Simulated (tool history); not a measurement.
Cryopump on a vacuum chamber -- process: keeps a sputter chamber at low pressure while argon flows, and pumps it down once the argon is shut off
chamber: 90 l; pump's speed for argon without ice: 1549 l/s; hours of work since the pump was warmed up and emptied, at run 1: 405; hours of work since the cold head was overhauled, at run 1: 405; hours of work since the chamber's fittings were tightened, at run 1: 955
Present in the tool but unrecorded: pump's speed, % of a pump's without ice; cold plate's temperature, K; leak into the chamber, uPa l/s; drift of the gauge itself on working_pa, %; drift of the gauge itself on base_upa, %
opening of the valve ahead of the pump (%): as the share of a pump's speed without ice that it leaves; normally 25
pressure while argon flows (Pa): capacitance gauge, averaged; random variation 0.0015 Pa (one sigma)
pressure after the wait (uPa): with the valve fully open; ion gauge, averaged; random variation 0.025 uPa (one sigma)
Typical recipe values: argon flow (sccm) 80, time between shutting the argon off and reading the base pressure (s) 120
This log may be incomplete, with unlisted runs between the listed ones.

| run | hour | argon flow (sccm) | time between shutting the argon off and reading the base pressure (s) | opening of the valve ahead of the pump (%) | hours of work since the pump was warmed up and emptied | hours of work since the cold head was overhauled | hours of work since the chamber's fittings were tightened | pressure while argon flows (Pa) | pressure after the wait (uPa) |
|---|---|---|---|---|---|---|---|---|---|
| 1 | 0 | 80 | 120 | 25 | 405 | 405 | 955 | 0.3887 | 1.3 |
|  | 26 | pump warmed up, emptied and cooled again |
| 2 | 29.7 | 80 | 120 | 25 | 2 | 421 | 971 | 0.3466 | 1.18 |
| 3 | 55.3 | 80 | 120 | 25 | 19 | 438 | 987 | 0.3524 | 1.14 |
| 4 | 76.7 | 80 | 120 | 25 | 33 | 452 | 1001 | 0.3508 | 1.18 |
| 5 | 109.3 | 80 | 120 | 25 | 54 | 473 | 1023 | 0.3557 | 1.15 |
| 6 | 129.8 | 127 | 120 | 25 | 68 | 486 | 1036 | 0.5642 | 1.2 |
| 7 | 155.2 | 127 | 120 | 25 | 84 | 503 | 1053 | 0.5611 | 1.2 |
| 8 | 173.7 | 127 | 120 | 25 | 96 | 515 | 1065 | 0.563 | 1.15 |
| 9 | 208.4 | 127 | 120 | 25 | 119 | 538 | 1087 | 0.5677 | 1.16 |
| 10 | 240.9 | 127 | 120 | 25 | 140 | 559 | 1108 | 0.5694 | 1.25 |
| 11 | 267.5 | 127 | 120 | 25 | 157 | 576 | 1126 | 0.5753 | 1.26 |
| 12 | 292.5 | 127 | 120 | 25 | 173 | 592 | 1142 | 0.5767 | 1.25 |
| 13 | 312.2 | 127 | 120 | 25 | 186 | 605 | 1155 | 0.581 | 1.2 |
| 14 | 341.1 | 127 | 120 | 25 | 205 | 624 | 1174 | 0.586 | 1.27 |
| 15 | 363.3 | 127 | 120 | 25 | 220 | 638 | 1188 | 0.5884 | 1.26 |
| 16 | 391.8 | 80 | 120 | 25 | 238 | 657 | 1207 | 0.3729 | 1.29 |
| 17 | 412.5 | 80 | 51 | 25 | 252 | 670 | 1220 | 0.3714 | 2.37 |
| 18 | 434.6 | 80 | 120 | 39 | 266 | 685 | 1234 | 0.246 | 1.22 |
| 19 | 459.6 | 80 | 120 | 16 | 282 | 701 | 1251 | 0.5743 | 1.28 |
| 20 | 478.4 | 35 | 112 | 15 | 294 | 713 | 1263 | 0.2643 | 1.36 |
| 21 | 509.5 | 98 | 125 | 25 | 315 | 734 | 1283 | 0.466 | 1.3 |
| 22 | 544.4 | 98 | 259 | 25 | 337 | 756 | 1306 | 0.4661 | 0.91 |
| 23 | 575.1 | 98 | 259 | 25 | 357 | 776 | 1326 | 0.4689 | 0.91 |
| 24 | 591.5 | 98 | 259 | 25 | 368 | 787 | 1337 | 0.4718 | 0.93 |
| 25 | 616.3 | 80 | 85 | 18 | 384 | 803 | 1353 | 0.5215 | 1.75 |
| 26 | 647.1 | 78 | 52 | 42 | 404 | 823 | 1373 | 0.2392 | 2.47 |
| 27 | 668.5 | 78 | 52 | 42 | 418 | 837 | 1387 | 0.2444 | 2.52 |
|  | 675.6 | pump warmed up, emptied and cooled again |
| 28 | 695.3 | 78 | 52 | 42 | 13 | 851 | 1401 | 0.2031 | 2.22 |
| 29 | 713.1 | 70 | 52 | 16 | 24 | 863 | 1412 | 0.4808 | 2.16 |
| 30 | 742.4 | 70 | 59 | 16 | 43 | 882 | 1432 | 0.481 | 2.02 |
| 31 | 773.5 | 76 | 44 | 30 | 64 | 902 | 1452 | 0.2821 | 2.57 |
| 32 | 805.3 | 157 | 73 | 29 | 84 | 923 | 1472 | 0.6047 | 1.76 |
| 33 | 830 | 56 | 120 | 28 | 100 | 939 | 1489 | 0.2233 | 1.25 |

What would each run have given without the hidden state, its run-to-run variation left as it was?
| run | pressure while argon flows (Pa) | pressure after the wait (uPa) |
|---|---|---|
| 1 | 0.3465 | 0.95 |
| 2 | 0.3457 | 1.01 |
| 3 | 0.3504 | 0.95 |
| 4 | 0.3478 | 0.99 |
| 5 | 0.351 | 0.96 |
| 6 | 0.5551 | 0.99 |
| 7 | 0.5501 | 0.98 |
| 8 | 0.5505 | 0.94 |
| 9 | 0.5523 | 0.93 |
| 10 | 0.5512 | 1.01 |
| 11 | 0.5546 | 1.01 |
| 12 | 0.5536 | 0.99 |
| 13 | 0.5558 | 0.94 |
| 14 | 0.5576 | 0.99 |
| 15 | 0.5578 | 0.97 |
| 16 | 0.3518 | 0.99 |
| 17 | 0.349 | 2.06 |
| 18 | 0.2223 | 0.92 |
| 19 | 0.5484 | 0.96 |
| 20 | 0.2525 | 1.02 |
| 21 | 0.4297 | 0.95 |
| 22 | 0.4268 | 0.55 |
| 23 | 0.4266 | 0.53 |
| 24 | 0.4277 | 0.55 |
| 25 | 0.4833 | 1.35 |
| 26 | 0.1996 | 2.05 |
| 27 | 0.2026 | 2.08 |
| 28 | 0.2013 | 1.98 |
| 29 | 0.4784 | 1.92 |
| 30 | 0.4775 | 1.77 |
| 31 | 0.2767 | 2.31 |
| 32 | 0.5904 | 1.48 |
| 33 | 0.2174 | 0.97 |

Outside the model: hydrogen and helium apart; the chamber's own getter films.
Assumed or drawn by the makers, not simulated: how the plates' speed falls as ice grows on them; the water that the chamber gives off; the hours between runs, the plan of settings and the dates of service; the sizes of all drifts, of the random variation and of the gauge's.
